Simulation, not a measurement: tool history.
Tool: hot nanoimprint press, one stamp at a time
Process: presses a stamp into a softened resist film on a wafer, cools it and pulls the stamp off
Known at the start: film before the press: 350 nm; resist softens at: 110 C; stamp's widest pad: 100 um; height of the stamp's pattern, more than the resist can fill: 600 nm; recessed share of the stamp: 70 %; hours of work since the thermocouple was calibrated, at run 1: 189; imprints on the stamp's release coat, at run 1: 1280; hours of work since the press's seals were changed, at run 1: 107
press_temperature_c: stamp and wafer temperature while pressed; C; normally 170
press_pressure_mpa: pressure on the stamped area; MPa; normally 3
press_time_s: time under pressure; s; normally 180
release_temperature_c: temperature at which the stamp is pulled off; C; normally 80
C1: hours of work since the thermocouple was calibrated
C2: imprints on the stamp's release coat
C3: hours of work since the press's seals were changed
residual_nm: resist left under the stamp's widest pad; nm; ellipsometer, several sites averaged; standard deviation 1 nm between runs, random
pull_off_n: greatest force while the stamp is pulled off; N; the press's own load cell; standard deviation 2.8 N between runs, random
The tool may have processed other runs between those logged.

run 1 hour=0 | press_temperature_c=170 press_pressure_mpa=3 press_time_s=180 release_temperature_c=80 | C1=189 C2=1280 C3=107 | residual_nm=161.5 pull_off_n=159
run 2 hour=13.9 | press_temperature_c=170 press_pressure_mpa=3 press_time_s=180 release_temperature_c=80 | C1=199 C2=1325 C3=117 | residual_nm=164.3 pull_off_n=153
run 3 hour=29.1 | press_temperature_c=170 press_pressure_mpa=3 press_time_s=180 release_temperature_c=80 | C1=210 C2=1374 C3=128 | residual_nm=166.1 pull_off_n=164
run 4 hour=52 | press_temperature_c=170 press_pressure_mpa=3.23 press_time_s=180 release_temperature_c=80 | C1=227 C2=1447 C3=145 | residual_nm=162.3 pull_off_n=164
run 5 hour=70.2 | press_temperature_c=170 press_pressure_mpa=3.23 press_time_s=180 release_temperature_c=80 | C1=240 C2=1505 C3=158 | residual_nm=160.7 pull_off_n=164
-- hour=87.3 stamp cleaned and given a new release coat
run 6 hour=87.3 | press_temperature_c=170 press_pressure_mpa=4.24 press_time_s=180 release_temperature_c=80 | C1=248 C2=0 C3=167 | residual_nm=143.8 pull_off_n=139
-- hour=109 plate thermocouple calibrated
run 7 hour=116.2 | press_temperature_c=170 press_pressure_mpa=4.24 press_time_s=180 release_temperature_c=80 | C1=5 C2=83 C3=186 | residual_nm=133.9 pull_off_n=140
run 8 hour=138.3 | press_temperature_c=170 press_pressure_mpa=3 press_time_s=180 release_temperature_c=80 | C1=21 C2=153 C3=202 | residual_nm=156.1 pull_off_n=134
run 9 hour=153.8 | press_temperature_c=170 press_pressure_mpa=3 press_time_s=180 release_temperature_c=80 | C1=33 C2=203 C3=213 | residual_nm=156.8 pull_off_n=138
run 10 hour=168.7 | press_temperature_c=170 press_pressure_mpa=3 press_time_s=180 release_temperature_c=80 | C1=44 C2=251 C3=224 | residual_nm=156.3 pull_off_n=132
run 11 hour=183.9 | press_temperature_c=170 press_pressure_mpa=3 press_time_s=180 release_temperature_c=80 | C1=55 C2=299 C3=235 | residual_nm=155.8 pull_off_n=137
run 12 hour=197.6 | press_temperature_c=170 press_pressure_mpa=3 press_time_s=180 release_temperature_c=80 | C1=65 C2=343 C3=245 | residual_nm=157.1 pull_off_n=148
run 13 hour=212.8 | press_temperature_c=170 press_pressure_mpa=3 press_time_s=180 release_temperature_c=80 | C1=76 C2=392 C3=256 | residual_nm=156.6 pull_off_n=140
run 14 hour=229.2 | press_temperature_c=170 press_pressure_mpa=3 press_time_s=113 release_temperature_c=80 | C1=88 C2=445 C3=268 | residual_nm=187 pull_off_n=138
run 15 hour=243.9 | press_temperature_c=170 press_pressure_mpa=3 press_time_s=113 release_temperature_c=80 | C1=99 C2=492 C3=279 | residual_nm=189.6 pull_off_n=137
run 16 hour=261 | press_temperature_c=177 press_pressure_mpa=3 press_time_s=109 release_temperature_c=80 | C1=111 C2=547 C3=291 | residual_nm=132.8 pull_off_n=148
run 17 hour=278.6 | press_temperature_c=177 press_pressure_mpa=3 press_time_s=109 release_temperature_c=80 | C1=124 C2=603 C3=304 | residual_nm=135.8 pull_off_n=152
run 18 hour=301.3 | press_temperature_c=170 press_pressure_mpa=3.84 press_time_s=180 release_temperature_c=82 | C1=141 C2=676 C3=321 | residual_nm=143.9 pull_off_n=144
run 19 hour=322.2 | press_temperature_c=170 press_pressure_mpa=3.84 press_time_s=180 release_temperature_c=67 | C1=156 C2=743 C3=336 | residual_nm=146.4 pull_off_n=183
run 20 hour=341.7 | press_temperature_c=159 press_pressure_mpa=3.84 press_time_s=119 release_temperature_c=67 | C1=170 C2=805 C3=351 | residual_nm=277.8 pull_off_n=189
run 21 hour=363.8 | press_temperature_c=159 press_pressure_mpa=3.84 press_time_s=119 release_temperature_c=67 | C1=187 C2=876 C3=367 | residual_nm=278.1 pull_off_n=187
run 22 hour=374.7 | press_temperature_c=162 press_pressure_mpa=3.06 press_time_s=119 release_temperature_c=67 | C1=194 C2=911 C3=375 | residual_nm=264.8 pull_off_n=194
run 23 hour=400.9 | press_temperature_c=177 press_pressure_mpa=3 press_time_s=216 release_temperature_c=87 | C1=214 C2=995 C3=394 | residual_nm=102.7 pull_off_n=135
run 24 hour=423.1 | press_temperature_c=177 press_pressure_mpa=3 press_time_s=216 release_temperature_c=87 | C1=230 C2=1066 C3=410 | residual_nm=103 pull_off_n=130
run 25 hour=448.1 | press_temperature_c=177 press_pressure_mpa=3 press_time_s=216 release_temperature_c=87 | C1=248 C2=1146 C3=428 | residual_nm=104.5 pull_off_n=137
-- hour=468.4 plate thermocouple calibrated
run 26 hour=475.1 | press_temperature_c=170 press_pressure_mpa=2.57 press_time_s=180 release_temperature_c=74 | C1=5 C2=1223 C3=446 | residual_nm=166.9 pull_off_n=174
run 27 hour=487.9 | press_temperature_c=169 press_pressure_mpa=4.79 press_time_s=205 release_temperature_c=74 | C1=14 C2=1264 C3=455 | residual_nm=129.5 pull_off_n=163
run 28 hour=505.3 | press_temperature_c=169 press_pressure_mpa=4.79 press_time_s=205 release_temperature_c=74 | C1=27 C2=1320 C3=468 | residual_nm=130.7 pull_off_n=174
run 29 hour=526.2 | press_temperature_c=170 press_pressure_mpa=2.2 press_time_s=298 release_temperature_c=86 | C1=42 C2=1387 C3=483 | residual_nm=147.5 pull_off_n=139
run 30 hour=550 | press_temperature_c=170 press_pressure_mpa=2.2 press_time_s=298 release_temperature_c=86 | C1=60 C2=1463 C3=501 | residual_nm=150.4 pull_off_n=139

3 options for the next run, each taken on its own from the tool as it stands now. Forecast them:
run A hour=562.8 | press_temperature_c=170 press_pressure_mpa=2.32 press_time_s=183 release_temperature_c=86 | C1=69 C2=1504 C3=510 | residual_nm=? pull_off_n=?
run B hour=562.8 | press_temperature_c=170 press_pressure_mpa=2.26 press_time_s=298 release_temperature_c=86 | C1=69 C2=1504 C3=510 | residual_nm=? pull_off_n=?
run C hour=562.8 | press_temperature_c=170 press_pressure_mpa=2.2 press_time_s=345 release_temperature_c=78 | C1=69 C2=1504 C3=510 | residual_nm=? pull_off_n=?

run=A residual_nm=174.5 pull_off_n=143
run=B residual_nm=147.9 pull_off_n=145
run=C residual_nm=140.4 pull_off_n=168
With no hidden state in the tool, these same runs would have given:
run=A residual_nm=169.2 pull_off_n=119
run=B residual_nm=143.1 pull_off_n=120
run=C residual_nm=135.7 pull_off_n=139

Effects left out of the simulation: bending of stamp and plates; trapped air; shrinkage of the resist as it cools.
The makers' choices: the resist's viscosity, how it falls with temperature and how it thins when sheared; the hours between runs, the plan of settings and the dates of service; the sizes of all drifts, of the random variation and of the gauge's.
